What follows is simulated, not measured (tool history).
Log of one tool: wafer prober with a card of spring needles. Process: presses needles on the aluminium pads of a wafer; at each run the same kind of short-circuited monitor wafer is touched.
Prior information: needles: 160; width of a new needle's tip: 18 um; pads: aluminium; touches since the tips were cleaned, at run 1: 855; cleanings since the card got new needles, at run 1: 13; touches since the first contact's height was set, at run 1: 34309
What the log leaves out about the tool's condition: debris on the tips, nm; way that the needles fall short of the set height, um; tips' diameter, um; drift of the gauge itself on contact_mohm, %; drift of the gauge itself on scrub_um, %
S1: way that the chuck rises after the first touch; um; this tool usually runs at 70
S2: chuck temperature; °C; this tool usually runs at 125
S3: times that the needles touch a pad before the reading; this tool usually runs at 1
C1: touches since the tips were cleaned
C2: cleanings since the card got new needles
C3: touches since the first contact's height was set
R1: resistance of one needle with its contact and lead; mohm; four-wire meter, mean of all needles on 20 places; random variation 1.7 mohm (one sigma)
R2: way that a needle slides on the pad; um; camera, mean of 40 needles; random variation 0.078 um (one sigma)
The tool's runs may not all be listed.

run 1 day=0.000 | S1=70 S2=125 S3=1 | C1=855 C2=13 C3=34309 | R1=188 R2=12.51
-- day=0.192 tips cleaned on abrasive film
-- day=0.508 tips cleaned on abrasive film
-- day=0.825 tips cleaned on abrasive film
-- day=1.142 tips cleaned on abrasive film
-- day=1.458 tips cleaned on abrasive film
-- day=1.775 tips cleaned on abrasive film
-- day=2.029 tips cleaned on abrasive film
-- day=2.346 tips cleaned on abrasive film
-- day=2.600 tips cleaned on abrasive film
run 2 day=2.775 | S1=70 S2=125 S3=1 | C1=1522 C2=22 C3=58507 | R1=204 R2=12.40
-- day=2.904 tips cleaned on abrasive film
-- day=3.221 tips cleaned on abrasive film
-- day=3.538 tips cleaned on abrasive film
-- day=3.792 tips cleaned on abrasive film
-- day=4.108 tips cleaned on abrasive film
run 3 day=4.338 | S1=70 S2=125 S3=1 | C1=2014 C2=27 C3=72135 | R1=215 R2=12.33
-- day=4.404 tips cleaned on abrasive film
-- day=4.721 tips cleaned on abrasive film
-- day=5.038 tips cleaned on abrasive film
-- day=5.354 tips cleaned on abrasive film
-- day=5.671 tips cleaned on abrasive film
-- day=5.975 tips cleaned on abrasive film
run 4 day=5.975 | S1=70 S2=125 S3=1 | C1=0 C2=33 C3=86420 | R1=174 R2=12.35
-- day=6.292 tips cleaned on abrasive film
-- day=6.546 tips cleaned on abrasive film
-- day=6.862 tips cleaned on abrasive film
-- day=7.117 tips cleaned on abrasive film
-- day=7.433 tips cleaned on abrasive film
run 5 day=7.583 | S1=70 S2=125 S3=1 | C1=1309 C2=38 C3=100448 | R1=208 R2=12.27
-- day=7.712 tips cleaned on abrasive film
-- day=8.029 tips cleaned on abrasive film
-- day=8.346 tips cleaned on abrasive film
-- day=8.662 tips cleaned on abrasive film
-- day=8.979 tips cleaned on abrasive film
-- day=9.296 tips cleaned on abrasive film
-- day=9.612 tips cleaned on abrasive film
run 6 day=9.642 | S1=70 S2=125 S3=1 | C1=248 C2=45 C3=118393 | R1=183 R2=11.94
-- day=9.896 tips cleaned on abrasive film
-- day=10.150 tips cleaned on abrasive film
-- day=10.467 tips cleaned on abrasive film
-- day=10.783 tips cleaned on abrasive film
-- day=11.100 tips cleaned on abrasive film
-- day=11.417 tips cleaned on abrasive film
-- day=11.671 tips cleaned on abrasive film
-- day=11.988 tips cleaned on abrasive film
-- day=12.304 tips cleaned on abrasive film
run 7 day=12.542 | S1=70 S2=125 S3=1 | C1=2103 C2=54 C3=143723 | R1=232 R2=11.94
-- day=12.608 tips cleaned on abrasive film
-- day=12.925 tips cleaned on abrasive film
-- day=13.179 tips cleaned on abrasive film
-- day=13.500 tips cleaned on abrasive film
-- day=13.817 tips cleaned on abrasive film
-- day=14.133 tips cleaned on abrasive film
-- day=14.388 tips cleaned on abrasive film
-- day=14.704 tips cleaned on abrasive film
-- day=15.021 tips cleaned on abrasive film
run 8 day=15.142 | S1=70 S2=125 S3=1 | C1=1083 C2=63 C3=166374 | R1=209 R2=11.84
-- day=15.333 tips cleaned on abrasive film
-- day=15.588 tips cleaned on abrasive film
-- day=15.725 height of the first contact set anew
-- day=15.917 tips cleaned on abrasive film
-- day=16.233 tips cleaned on abrasive film
-- day=16.488 tips cleaned on abrasive film
-- day=16.804 tips cleaned on abrasive film
-- day=17.058 tips cleaned on abrasive film
-- day=17.375 tips cleaned on abrasive film
run 9 day=17.533 | S1=70 S2=125 S3=1 | C1=1394 C2=71 C3=15773 | R1=204 R2=12.68
-- day=17.662 tips cleaned on abrasive film
-- day=17.979 tips cleaned on abrasive film
-- day=18.233 tips cleaned on abrasive film
-- day=18.550 tips cleaned on abrasive film
-- day=18.867 tips cleaned on abrasive film
-- day=19.125 tips cleaned on abrasive film
run 10 day=19.212 | S1=70 S2=125 S3=1 | C1=778 C2=77 C3=30377 | R1=196 R2=12.64
-- day=19.404 tips cleaned on abrasive film
-- day=19.721 tips cleaned on abrasive film
-- day=20.038 tips cleaned on abrasive film
-- day=20.354 tips cleaned on abrasive film
-- day=20.608 tips cleaned on abrasive film
run 11 day=20.854 | S1=86 S2=125 S3=2 | C1=2185 C2=82 C3=44730 | R1=185 R2=15.32
-- day=20.921 tips cleaned on abrasive film
-- day=21.175 tips cleaned on abrasive film
-- day=21.492 tips cleaned on abrasive film
-- day=21.808 tips cleaned on abrasive film
-- day=22.125 tips cleaned on abrasive film
-- day=22.442 tips cleaned on abrasive film
-- day=22.758 tips cleaned on abrasive film
-- day=23.017 tips cleaned on abrasive film
run 12 day=23.262 | S1=71 S2=26 S3=2 | C1=2198 C2=90 C3=65732 | R1=190 R2=12.68
-- day=23.329 tips cleaned on abrasive film
-- day=23.646 tips cleaned on abrasive film
-- day=23.962 tips cleaned on abrasive film
-- day=24.279 tips cleaned on abrasive film
-- day=24.596 tips cleaned on abrasive film
run 13 day=24.746 | S1=71 S2=26 S3=1 | C1=1320 C2=95 C3=78665 | R1=192 R2=12.58
-- day=24.875 tips cleaned on abrasive film
-- day=25.192 tips cleaned on abrasive film
-- day=25.508 tips cleaned on abrasive film
-- day=25.825 tips cleaned on abrasive film
-- day=26.079 tips cleaned on abrasive film
-- day=26.396 tips cleaned on abrasive film
-- day=26.704 tips cleaned on abrasive film
run 14 day=26.704 | S1=71 S2=26 S3=1 | C1=0 C2=102 C3=95720 | R1=156 R2=12.40
-- day=27.021 tips cleaned on abrasive film
-- day=27.338 tips cleaned on abrasive film
-- day=27.654 tips cleaned on abrasive film
-- day=27.908 tips cleaned on abrasive film
-- day=28.225 tips cleaned on abrasive film
-- day=28.479 tips cleaned on abrasive film
-- day=28.796 tips cleaned on abrasive film
-- day=29.112 tips cleaned on abrasive film
-- day=29.429 tips cleaned on abrasive film
run 15 day=29.521 | S1=71 S2=60 S3=1 | C1=795 C2=111 C3=120295 | R1=190 R2=12.36
-- day=29.712 tips cleaned on abrasive film
-- day=29.967 tips cleaned on abrasive film
-- day=30.283 tips cleaned on abrasive film
-- day=30.600 tips cleaned on abrasive film
-- day=30.917 tips cleaned on abrasive film
-- day=31.233 tips cleaned on abrasive film
-- day=31.550 tips cleaned on abrasive film
run 16 day=31.721 | S1=71 S2=60 S3=1 | C1=1486 C2=118 C3=139479 | R1=209 R2=12.15
-- day=31.850 tips cleaned on abrasive film
-- day=32.167 tips cleaned on abrasive film
-- day=32.483 tips cleaned on abrasive film
-- day=32.738 tips cleaned on abrasive film
-- day=32.992 tips cleaned on abrasive film
-- day=33.308 tips cleaned on abrasive film
-- day=33.625 tips cleaned on abrasive film
-- day=33.942 tips cleaned on abrasive film
-- day=34.258 tips cleaned on abrasive film
run 17 day=34.350 | S1=71 S2=60 S3=1 | C1=809 C2=127 C3=162410 | R1=192 R2=11.88
-- day=34.542 tips cleaned on abrasive film
-- day=34.796 tips cleaned on abrasive film
-- day=35.112 tips cleaned on abrasive film
-- day=35.375 height of the first contact set anew
-- day=35.442 tips cleaned on abrasive film
-- day=35.696 tips cleaned on abrasive film
-- day=36.012 tips cleaned on abrasive film
-- day=36.329 tips cleaned on abrasive film
-- day=36.646 tips cleaned on abrasive film
-- day=36.942 tips cleaned on abrasive film
run 18 day=36.942 | S1=70 S2=53 S3=2 | C1=0 C2=136 C3=13619 | R1=161 R2=12.70
-- day=37.258 tips cleaned on abrasive film
-- day=37.575 tips cleaned on abrasive film
-- day=37.892 tips cleaned on abrasive film
-- day=38.208 tips cleaned on abrasive film
-- day=38.462 tips cleaned on abrasive film
-- day=38.742 tips cleaned on abrasive film
run 19 day=38.742 | S1=67 S2=125 S3=2 | C1=0 C2=142 C3=29314 | R1=179 R2=12.14
-- day=39.058 tips cleaned on abrasive film
-- day=39.312 tips cleaned on abrasive film
-- day=39.629 tips cleaned on abrasive film
-- day=39.883 tips cleaned on abrasive film
-- day=40.200 tips cleaned on abrasive film
-- day=40.517 tips cleaned on abrasive film
-- day=40.833 tips cleaned on abrasive film
-- day=41.150 tips cleaned on abrasive film
-- day=41.467 tips cleaned on abrasive film
-- day=41.721 tips cleaned on abrasive film
run 20 day=41.762 | S1=86 S2=125 S3=1 | C1=360 C2=152 C3=55666 | R1=178 R2=15.35

Here are 4 independent what-if runs from the current tool condition. What would each one return?
-- day=42.017 tips cleaned on abrasive film
-- day=42.333 tips cleaned on abrasive film
-- day=42.650 tips cleaned on abrasive film
-- day=42.967 tips cleaned on abrasive film
-- day=43.283 tips cleaned on abrasive film
-- day=43.538 tips cleaned on abrasive film
-- day=43.854 tips cleaned on abrasive film
run A day=43.929 | S1=59 S2=103 S3=2 | C1=672 C2=159 C3=74589 | R1=? R2=?
-- day=42.017 tips cleaned on abrasive film
-- day=42.333 tips cleaned on abrasive film
-- day=42.650 tips cleaned on abrasive film
-- day=42.967 tips cleaned on abrasive film
-- day=43.283 tips cleaned on abrasive film
-- day=43.538 tips cleaned on abrasive film
-- day=43.854 tips cleaned on abrasive film
run B day=43.929 | S1=70 S2=72 S3=1 | C1=672 C2=159 C3=74589 | R1=? R2=?
-- day=42.017 tips cleaned on abrasive film
-- day=42.333 tips cleaned on abrasive film
-- day=42.650 tips cleaned on abrasive film
-- day=42.967 tips cleaned on abrasive film
-- day=43.283 tips cleaned on abrasive film
-- day=43.538 tips cleaned on abrasive film
-- day=43.854 tips cleaned on abrasive film
run C day=43.929 | S1=62 S2=41 S3=2 | C1=672 C2=159 C3=74589 | R1=? R2=?
-- day=42.017 tips cleaned on abrasive film
-- day=42.333 tips cleaned on abrasive film
-- day=42.650 tips cleaned on abrasive film
-- day=42.967 tips cleaned on abrasive film
-- day=43.283 tips cleaned on abrasive film
-- day=43.538 tips cleaned on abrasive film
-- day=43.854 tips cleaned on abrasive film
run D day=43.929 | S1=75 S2=125 S3=1 | C1=672 C2=159 C3=74589 | R1=? R2=?

run=A R1=207 R2=10.44
run=B R1=199 R2=12.45
run=C R1=187 R2=10.90
run=D R1=199 R2=13.10
Stripped of hidden state, with their random variation kept, the same runs would have yielded:
run=A R1=169 R2=10.91
run=B R1=157 R2=12.92
run=C R1=152 R2=11.37
run=D R1=163 R2=13.57
